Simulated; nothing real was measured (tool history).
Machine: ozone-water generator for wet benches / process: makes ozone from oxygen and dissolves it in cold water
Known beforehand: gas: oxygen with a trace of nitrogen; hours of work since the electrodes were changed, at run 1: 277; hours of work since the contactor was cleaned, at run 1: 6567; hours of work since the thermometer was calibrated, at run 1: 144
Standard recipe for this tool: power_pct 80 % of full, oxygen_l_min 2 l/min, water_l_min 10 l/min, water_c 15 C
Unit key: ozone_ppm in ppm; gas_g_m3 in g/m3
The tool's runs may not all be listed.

run,day,power_pct,oxygen_l_min,water_l_min,water_c,hours of work since the electrodes were changed,hours of work since the contactor was cleaned,hours of work since the thermometer was calibrated,ozone_ppm,gas_g_m3
1,0,80,2,10,15,277,6567,144,30.5,287.1
2,1.817,80,2,10,15,308,6598,175,29.7,286.2
3,3.708,80,2,10,15,340,6630,207,30.1,287.5
4,7.838,80,2,10,15,410,6700,277,29.8,282.7
5,11.992,80,2,11,15,481,6771,348,27.5,287.4
6,16.025,80,2,11,15,549,6839,416,27.6,283.2
7,19.121,80,2,12,15,602,6892,469,25.3,289.8
8,21.025,80,2,10,15,634,6924,501,30.3,288.5
9,24.25,80,2,10,10,689,6979,556,31.7,285.2
10,27.633,80,2,10,15,746,7037,614,30,289.1
11,31.425,80,2,10,15,811,7101,678,29.6,284.2
12,33.329,80,2,10,15,843,7133,710,29.6,286.3
13,36.554,80,2,10,15,898,7188,765,29.8,285.5
14,39.462,80,2,10,15,948,7238,815,29.8,286.5
15,42.125,80,2,10,15,993,7283,860,29.7,286.5
16,44.154,80,2,10,15,1027,7317,894,29.5,285.1
17,48.096,80,2,10,15,1094,7384,961,29.7,283.2
18,52.117,80,2,10,15,1163,7453,1030,29.9,283.4
19,56.175,80,2,10,15,1232,7522,1099,29.7,281.5
20,58.146,80,2,10,15,1265,7555,1132,29.1,284.3
21,61.083,80,1.17,13,15,1315,7605,1182,20.3,373.5
22,63.033,80,1.17,13,15,1348,7638,1215,20.3,375.6
23,66.792,80,1.43,10,15,1412,7702,1279,28,338
24,70.067,80,1.13,10,15,1468,7758,1335,26.3,379.1
25,72.4,98,1.13,10,10,1508,7798,1375,31.8,445.9
26,76.454,67,1.13,11,10,1576,7867,1444,21.8,336.6
27,78.254,55,1.04,11,10,1607,7897,1474,18.5,305
28,80.875,80,2.71,10,15,1652,7942,1519,30.1,241
29,82.704,42,1.53,14,14,1683,7973,1550,12.7,205.4
30,85.021,42,1.53,14,14,1722,8012,1589,12.9,205.6
31,88.958,42,1.53,6,14,1789,8079,1656,28.1,205

Branching from run 31: 5 alternative next runs. What would each branch give?
A,92.6,80,2,14,15,1851,8141,1718,?,?
B,92.6,42,1.53,13,14,1851,8141,1718,?,?
C,92.6,84,1.33,9,15,1851,8141,1718,?,?
D,92.6,67,2,9,15,1851,8141,1718,?,?
E,92.6,80,1.62,10,15,1851,8141,1718,?,?

run,ozone_ppm,gas_g_m3
A,20.9,281.8
B,13.9,204.2
C,31.2,359
D,27.9,248.6
E,28.4,313.2
Without the tool's unlogged condition, the same runs would have read:
run,ozone_ppm,gas_g_m3
A,22.6,285.7
B,14.9,205.8
C,33.1,364
D,29.6,251.6
E,30.3,317.4
